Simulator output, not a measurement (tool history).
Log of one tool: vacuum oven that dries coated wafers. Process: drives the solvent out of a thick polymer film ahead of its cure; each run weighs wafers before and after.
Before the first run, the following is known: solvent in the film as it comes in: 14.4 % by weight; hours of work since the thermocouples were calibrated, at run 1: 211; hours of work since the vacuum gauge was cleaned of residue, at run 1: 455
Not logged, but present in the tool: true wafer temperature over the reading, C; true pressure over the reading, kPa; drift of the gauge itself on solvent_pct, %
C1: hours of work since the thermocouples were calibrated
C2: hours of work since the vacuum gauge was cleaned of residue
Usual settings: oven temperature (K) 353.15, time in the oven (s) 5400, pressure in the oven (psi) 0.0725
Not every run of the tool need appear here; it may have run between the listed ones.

run 1 hour=0 | oven_temperature_(K)=353.15 time_in_the_oven_(s)=5400 pressure_in_the_oven_(psi)=0.0725 | C1=211 C2=455 | solvent_left_in_the_film_(%)=3.17
run 2 hour=24.2 | oven_temperature_(K)=353.15 time_in_the_oven_(s)=5400 pressure_in_the_oven_(psi)=0.0725 | C1=225 C2=468 | solvent_left_in_the_film_(%)=3.14
run 3 hour=38.9 | oven_temperature_(K)=353.15 time_in_the_oven_(s)=5400 pressure_in_the_oven_(psi)=0.0725 | C1=233 C2=477 | solvent_left_in_the_film_(%)=3.2
run 4 hour=60.1 | oven_temperature_(K)=353.15 time_in_the_oven_(s)=5880 pressure_in_the_oven_(psi)=0.0725 | C1=246 C2=489 | solvent_left_in_the_film_(%)=2.74
run 5 hour=85 | oven_temperature_(K)=353.15 time_in_the_oven_(s)=5880 pressure_in_the_oven_(psi)=0.0725 | C1=260 C2=503 | solvent_left_in_the_film_(%)=2.84
run 6 hour=101.8 | oven_temperature_(K)=353.15 time_in_the_oven_(s)=5880 pressure_in_the_oven_(psi)=0.0725 | C1=269 C2=513 | solvent_left_in_the_film_(%)=2.84
run 7 hour=127.2 | oven_temperature_(K)=353.15 time_in_the_oven_(s)=5880 pressure_in_the_oven_(psi)=0.0725 | C1=284 C2=527 | solvent_left_in_the_film_(%)=2.78
run 8 hour=146.2 | oven_temperature_(K)=339.15 time_in_the_oven_(s)=5880 pressure_in_the_oven_(psi)=0.0725 | C1=294 C2=538 | solvent_left_in_the_film_(%)=5.46
run 9 hour=172.1 | oven_temperature_(K)=339.15 time_in_the_oven_(s)=5880 pressure_in_the_oven_(psi)=0.0725 | C1=309 C2=553 | solvent_left_in_the_film_(%)=5.46
run 10 hour=194.6 | oven_temperature_(K)=339.15 time_in_the_oven_(s)=5880 pressure_in_the_oven_(psi)=0.0725 | C1=322 C2=565 | solvent_left_in_the_film_(%)=5.46
run 11 hour=222.3 | oven_temperature_(K)=356.15 time_in_the_oven_(s)=9240 pressure_in_the_oven_(psi)=0.0444 | C1=338 C2=581 | solvent_left_in_the_film_(%)=0.89
run 12 hour=246.8 | oven_temperature_(K)=360.15 time_in_the_oven_(s)=4860 pressure_in_the_oven_(psi)=0.0365 | C1=352 C2=595 | solvent_left_in_the_film_(%)=2.37
run 13 hour=263.2 | oven_temperature_(K)=358.15 time_in_the_oven_(s)=4860 pressure_in_the_oven_(psi)=0.0365 | C1=361 C2=604 | solvent_left_in_the_film_(%)=2.7
run 14 hour=274.7 | oven_temperature_(K)=341.15 time_in_the_oven_(s)=7620 pressure_in_the_oven_(psi)=0.0725 | C1=368 C2=611 | solvent_left_in_the_film_(%)=3.92
run 15 hour=287.3 | oven_temperature_(K)=353.15 time_in_the_oven_(s)=6120 pressure_in_the_oven_(psi)=0.2718 | C1=375 C2=618 | solvent_left_in_the_film_(%)=2.89

5 options for the next run, each taken on its own from the tool as it stands now. Forecast them:
run A hour=314.4 | oven_temperature_(K)=342.15 time_in_the_oven_(s)=4320 pressure_in_the_oven_(psi)=0.0698 | C1=390 C2=634 | solvent_left_in_the_film_(%)=?
run B hour=314.4 | oven_temperature_(K)=353.15 time_in_the_oven_(s)=7440 pressure_in_the_oven_(psi)=0.0725 | C1=390 C2=634 | solvent_left_in_the_film_(%)=?
run C hour=314.4 | oven_temperature_(K)=365.15 time_in_the_oven_(s)=5040 pressure_in_the_oven_(psi)=0.2718 | C1=390 C2=634 | solvent_left_in_the_film_(%)=?
run D hour=314.4 | oven_temperature_(K)=352.15 time_in_the_oven_(s)=6120 pressure_in_the_oven_(psi)=0.2718 | C1=390 C2=634 | solvent_left_in_the_film_(%)=?
run E hour=314.4 | oven_temperature_(K)=351.15 time_in_the_oven_(s)=7620 pressure_in_the_oven_(psi)=0.0725 | C1=390 C2=634 | solvent_left_in_the_film_(%)=?

run=A solvent_left_in_the_film_(%)=6.09
run=B solvent_left_in_the_film_(%)=1.93
run=C solvent_left_in_the_film_(%)=1.75
run=D solvent_left_in_the_film_(%)=3.08
run=E solvent_left_in_the_film_(%)=2.2
With no hidden state in the tool, these same runs would have given:
run=A solvent_left_in_the_film_(%)=6.06
run=B solvent_left_in_the_film_(%)=1.9
run=C solvent_left_in_the_film_(%)=1.73
run=D solvent_left_in_the_film_(%)=3.05
run=E solvent_left_in_the_film_(%)=2.16
